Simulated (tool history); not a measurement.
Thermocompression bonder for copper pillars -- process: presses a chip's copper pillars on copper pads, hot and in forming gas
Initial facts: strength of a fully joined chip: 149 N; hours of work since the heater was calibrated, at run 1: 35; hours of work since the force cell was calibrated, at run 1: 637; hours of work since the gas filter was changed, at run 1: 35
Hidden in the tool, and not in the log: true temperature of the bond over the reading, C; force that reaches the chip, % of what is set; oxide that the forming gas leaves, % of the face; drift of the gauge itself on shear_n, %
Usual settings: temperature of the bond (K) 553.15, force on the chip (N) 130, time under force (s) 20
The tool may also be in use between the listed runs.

run   hour  temperature of the bond (K)  force on the chip (N)  time under force (s)  hours of work since the heater was calibrated  hours of work since the force cell was calibrated  hours of work since the gas filter was changed  force that shears a chip off (N)
  1      0                       553.15                    130                    20                                             35                                                637                                              35                                84
  2    5.1                       553.15                    130                    20                                             37                                                639                                              37                              82.9
  3   15.8                       553.15                    130                    20                                             42                                                644                                              42                              82.4
  4     24                       553.15                    130                    20                                             46                                                648                                              46                              82.2
  5   29.1                       553.15                    130                    20                                             48                                                650                                              48                              82.4
  6   37.2                       553.15                    130                    20                                             52                                                654                                              52                              83.3
  7   42.7                       553.15                    130                    20                                             54                                                656                                              54                              83.6
  8   50.7                       576.15                    130                    20                                             58                                                660                                              58                             105.1
  9   57.3                       553.15                    130                    20                                             61                                                663                                              61                              81.2
 10     65                       553.15                    130                    20                                             64                                                667                                              64                              82.2
 11   73.5                       553.15                    130                    20                                             68                                                671                                              68                              80.3
 12   81.1                       553.15                    130                    20                                             72                                                674                                              72                              81.5
 13   88.5                       553.15                    130                    20                                             75                                                677                                              75                              80.7
 14  100.5                       553.15                    130                    20                                             81                                                683                                              81                              80.7
 15    111                       553.15                    130                    20                                             85                                                688                                              85                              79.8
 16  118.4                       553.15                    130                    20                                             89                                                691                                              89                                80
 17  126.9                       553.15                    130                    39                                             93                                                695                                              93                              97.3
 18  135.6                       553.15                    130                    39                                             97                                                699                                              97                              97.7
 19  146.7                       547.15                    130                    39                                            102                                                704                                             102                              91.7
 20  158.8                       547.15                    130                    39                                            107                                                710                                             107                              90.4
 21  169.1                       552.15                    130                    23                                            112                                                714                                             112                              82.3
 22  174.9                       553.15                    130                    16                                            115                                                717                                             115                              73.7
 23  180.7                       553.15                    130                    16                                            117                                                720                                             117                              74.2
 24  191.7                       557.15                    130                    14                                            122                                                725                                             122                              73.7
     200.9  -- force cell calibrated
 25  205.6                       557.15                    130                    34                                            128                                                  2                                             128                              97.1
 26  211.3                       530.15                     83                    16                                            131                                                  5                                             131                              31.7
 27  220.8                       530.15                     83                    16                                            135                                                  9                                             135                              31.9
       224  -- force cell calibrated, once more
 28  233.8                       530.15                     83                    16                                            140                                                  4                                             140                              28.5
 29  242.3                       525.15                     83                    18                                            144                                                  8                                             144                              27.3
 30  253.9                       563.15                    192                    32                                            149                                                 14                                             149                             116.9
 31    259                       563.15                    192                    32                                            152                                                 16                                             152                             115.8
 32  271.1                       569.15                    141                    17                                            157                                                 22                                             157                              88.1
 33  276.8                       553.15                     81                    20                                            160                                                 24                                             160                              43.4
     281.5  -- forming gas filter changed
 34  285.6                       581.15                    123                    20                                            164                                                 28                                               2                             106.3
 35  293.9                       581.15                     85                    11                                            167                                                 32                                               6                              61.7
 36  304.6                       578.15                    130                    14                                            172                                                 37                                              11                              96.6
 37  316.2                       578.15                    130                    24                                            178                                                 42                                              16                             109.9
 38    323                       578.15                    183                    48                                            181                                                 45                                              19                               138
 39  328.8                       524.15                    180                    50                                            183                                                 48                                              22                              97.1

Subtracting, for every run, the result it would have given without the tool's unlogged condition from the measured result gives the following. The same run-to-run variation enters both numbers; the gauge's scatter may not:
run  force that shears a chip off (N)
  1                              +1.7
  2                              +1.6
  3                              +1.3
  4                                +1
  5                              +0.9
  6                              +0.7
  7                              +0.6
  8                              -0.7
  9                              +0.1
 10                              -0.1
 11                              -0.3
 12                              -0.6
 13                              -0.7
 14                              -1.2
 15                              -1.4
 16                              -1.6
 17                              -3.1
 18                              -3.4
 19                              -3.3
 20                              -3.6
 21                              -3.3
 22                              -2.8
 23                                -3
 24                              -3.3
 25                              -3.5
 26                              +0.2
 27                              +0.1
 28                              -3.6
 29                              -3.5
 30                             -14.8
 31                             -14.9
 32                             -12.1
 33                              -6.3
 34                              -0.6
 35                              -0.7
 36                              -1.2
 37                              -1.7
 38                                -2
 39                              -2.2

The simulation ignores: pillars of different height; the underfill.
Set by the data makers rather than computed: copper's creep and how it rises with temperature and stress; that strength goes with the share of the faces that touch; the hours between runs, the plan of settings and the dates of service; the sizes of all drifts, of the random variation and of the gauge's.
